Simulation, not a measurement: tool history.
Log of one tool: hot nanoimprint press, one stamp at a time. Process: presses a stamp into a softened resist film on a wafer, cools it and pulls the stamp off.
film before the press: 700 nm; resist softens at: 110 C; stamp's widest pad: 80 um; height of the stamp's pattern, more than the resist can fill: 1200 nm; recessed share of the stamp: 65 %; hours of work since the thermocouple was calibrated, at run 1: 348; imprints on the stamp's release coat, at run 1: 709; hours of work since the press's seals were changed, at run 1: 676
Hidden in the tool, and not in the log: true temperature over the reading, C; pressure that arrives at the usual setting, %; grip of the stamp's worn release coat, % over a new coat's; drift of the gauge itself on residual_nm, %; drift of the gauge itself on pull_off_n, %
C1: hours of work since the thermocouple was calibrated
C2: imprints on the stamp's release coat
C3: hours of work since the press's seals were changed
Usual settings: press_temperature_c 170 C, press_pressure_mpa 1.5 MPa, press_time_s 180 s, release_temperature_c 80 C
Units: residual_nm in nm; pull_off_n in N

{"run": 1, "hour": 0.0, "press_temperature_c": 170, "press_pressure_mpa": 1.5, "press_time_s": 180, "release_temperature_c": 80, "C1": 348, "C2": 709, "C3": 676, "residual_nm": 241, "pull_off_n": 197}
{"hour": 29.2, "done": "stamp cleaned and given a new release coat"}
{"run": 2, "hour": 71.6, "press_temperature_c": 170, "press_pressure_mpa": 1.5, "press_time_s": 180, "release_temperature_c": 80, "C1": 392, "C2": 90, "C3": 720, "residual_nm": 235.3, "pull_off_n": 178}
{"run": 3, "hour": 116.2, "press_temperature_c": 170, "press_pressure_mpa": 1.5, "press_time_s": 180, "release_temperature_c": 80, "C1": 422, "C2": 183, "C3": 750, "residual_nm": 238.5, "pull_off_n": 184}
{"run": 4, "hour": 188.1, "press_temperature_c": 170, "press_pressure_mpa": 1.5, "press_time_s": 180, "release_temperature_c": 80, "C1": 471, "C2": 335, "C3": 799, "residual_nm": 236.3, "pull_off_n": 182}
{"run": 5, "hour": 259.1, "press_temperature_c": 170, "press_pressure_mpa": 1.5, "press_time_s": 131, "release_temperature_c": 80, "C1": 518, "C2": 484, "C3": 847, "residual_nm": 266, "pull_off_n": 187}
{"run": 6, "hour": 336.9, "press_temperature_c": 170, "press_pressure_mpa": 1.5, "press_time_s": 131, "release_temperature_c": 80, "C1": 571, "C2": 648, "C3": 899, "residual_nm": 263.9, "pull_off_n": 190}
{"hour": 381.1, "done": "press's hydraulic seals changed and the load cell set to zero"}
{"hour": 390.0, "done": "plate thermocouple calibrated"}
{"hour": 408.8, "done": "stamp cleaned and given a new release coat"}
{"run": 7, "hour": 426.0, "press_temperature_c": 170, "press_pressure_mpa": 1.5, "press_time_s": 131, "release_temperature_c": 80, "C1": 20, "C2": 36, "C3": 24, "residual_nm": 288, "pull_off_n": 188}
{"run": 8, "hour": 499.9, "press_temperature_c": 169, "press_pressure_mpa": 1.5, "press_time_s": 131, "release_temperature_c": 69, "C1": 70, "C2": 192, "C3": 74, "residual_nm": 301.5, "pull_off_n": 253}
{"run": 9, "hour": 581.2, "press_temperature_c": 169, "press_pressure_mpa": 1.5, "press_time_s": 131, "release_temperature_c": 69, "C1": 125, "C2": 363, "C3": 129, "residual_nm": 296, "pull_off_n": 257}
{"run": 10, "hour": 646.5, "press_temperature_c": 170, "press_pressure_mpa": 1, "press_time_s": 175, "release_temperature_c": 80, "C1": 169, "C2": 500, "C3": 173, "residual_nm": 301.8, "pull_off_n": 197}
{"run": 11, "hour": 717.0, "press_temperature_c": 162, "press_pressure_mpa": 1.22, "press_time_s": 180, "release_temperature_c": 72, "C1": 217, "C2": 649, "C3": 221, "residual_nm": 393.7, "pull_off_n": 247}
{"hour": 777.2, "done": "stamp cleaned and given a new release coat"}
{"run": 12, "hour": 795.3, "press_temperature_c": 174, "press_pressure_mpa": 2.08, "press_time_s": 122, "release_temperature_c": 80, "C1": 266, "C2": 38, "C3": 270, "residual_nm": 200.8, "pull_off_n": 183}
{"run": 13, "hour": 836.1, "press_temperature_c": 171, "press_pressure_mpa": 1.2, "press_time_s": 218, "release_temperature_c": 80, "C1": 293, "C2": 124, "C3": 297, "residual_nm": 234.5, "pull_off_n": 185}
{"run": 14, "hour": 924.3, "press_temperature_c": 181, "press_pressure_mpa": 2.23, "press_time_s": 138, "release_temperature_c": 75, "C1": 353, "C2": 309, "C3": 357, "residual_nm": 130.8, "pull_off_n": 216}

Forecast each of these 3 alternatives for the next run:
{"run": "A", "hour": 986.3, "press_temperature_c": 170, "press_pressure_mpa": 1.15, "press_time_s": 163, "release_temperature_c": 77, "C1": 394, "C2": 440, "C3": 398, "residual_nm": "?", "pull_off_n": "?"}
{"run": "B", "hour": 986.3, "press_temperature_c": 160, "press_pressure_mpa": 1.6, "press_time_s": 114, "release_temperature_c": 75, "C1": 394, "C2": 440, "C3": 398, "residual_nm": "?", "pull_off_n": "?"}
{"run": "C", "hour": 986.3, "press_temperature_c": 181, "press_pressure_mpa": 2.23, "press_time_s": 314, "release_temperature_c": 74, "C1": 394, "C2": 440, "C3": 398, "residual_nm": "?", "pull_off_n": "?"}

run=A residual_nm=277.6 pull_off_n=207
run=B residual_nm=434.2 pull_off_n=218
run=C residual_nm=88.6 pull_off_n=221
Without the tool's hidden state the same runs would have given:
run=A residual_nm=295.7 pull_off_n=203
run=B residual_nm=457.5 pull_off_n=214
run=C residual_nm=92.9 pull_off_n=217

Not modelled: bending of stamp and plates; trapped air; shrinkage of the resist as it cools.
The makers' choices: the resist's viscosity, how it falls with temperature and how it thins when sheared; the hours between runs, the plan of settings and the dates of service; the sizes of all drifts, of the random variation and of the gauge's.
